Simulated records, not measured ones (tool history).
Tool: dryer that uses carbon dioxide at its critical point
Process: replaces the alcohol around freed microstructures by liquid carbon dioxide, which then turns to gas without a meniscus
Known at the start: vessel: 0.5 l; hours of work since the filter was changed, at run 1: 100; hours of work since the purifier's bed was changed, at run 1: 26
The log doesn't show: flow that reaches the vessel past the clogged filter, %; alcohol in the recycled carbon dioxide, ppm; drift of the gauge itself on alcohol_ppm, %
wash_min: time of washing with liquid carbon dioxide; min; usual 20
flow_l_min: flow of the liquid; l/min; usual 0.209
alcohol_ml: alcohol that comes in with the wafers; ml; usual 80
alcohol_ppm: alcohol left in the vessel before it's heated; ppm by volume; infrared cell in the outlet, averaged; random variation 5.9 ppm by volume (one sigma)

run,hour,wash_min,flow_l_min,alcohol_ml,hours of work since the filter was changed,hours of work since the purifier's bed was changed,alcohol_ppm
1,0,20,0.209,80,100,26,283
2,6.8,20,0.209,80,103,29,281
3,16.9,20,0.209,40,107,33,149
4,26.2,20,0.209,40,112,37,163
5,33.4,25,0.209,80,115,40,71
6,42.9,25,0.209,80,119,45,87
7,54.3,25,0.209,80,124,50,77
8,65.5,24,0.209,80,129,54,101
9,76.6,24,0.209,80,134,59,111
10,83.2,24,0.209,80,137,62,109
11,88.8,20,0.209,29,139,65,141
12,95.9,20,0.328,80,142,68,45
13,105.9,20,0.328,80,147,72,46
14,115.9,20,0.328,80,151,77,43
15,125.4,31,0.27,37,155,81,48
16,134.8,31,0.136,37,159,85,164
17,143.7,13,0.224,80,163,89,2068
18,154.8,16,0.26,41,168,94,218
19,163.1,20,0.209,25,172,97,160
20,169,23,0.196,39,174,100,141
21,174.3,27,0.158,102,177,102,378
22,181.7,32,0.209,80,180,106,67
23,189,32,0.232,23,183,109,58
24,195.7,29,0.219,23,186,112,72
25,202.2,29,0.219,23,189,115,75
26,212.7,17,0.173,83,194,119,2102
27,223.3,17,0.127,92,198,124,7291

Forecast each of these 5 alternatives for the next run:
A,232.7,17,0.179,28,202,128,?
B,232.7,12,0.209,39,202,128,?
C,232.7,32,0.127,72,202,128,?
D,232.7,15,0.178,105,202,128,?
E,232.7,30,0.216,59,202,128,?

run,alcohol_ppm
A,660
B,1913
C,385
D,4066
E,78
Without the tool's hidden state the same runs would have given:
run,alcohol_ppm
A,434
B,1418
C,209
D,3010
E,12
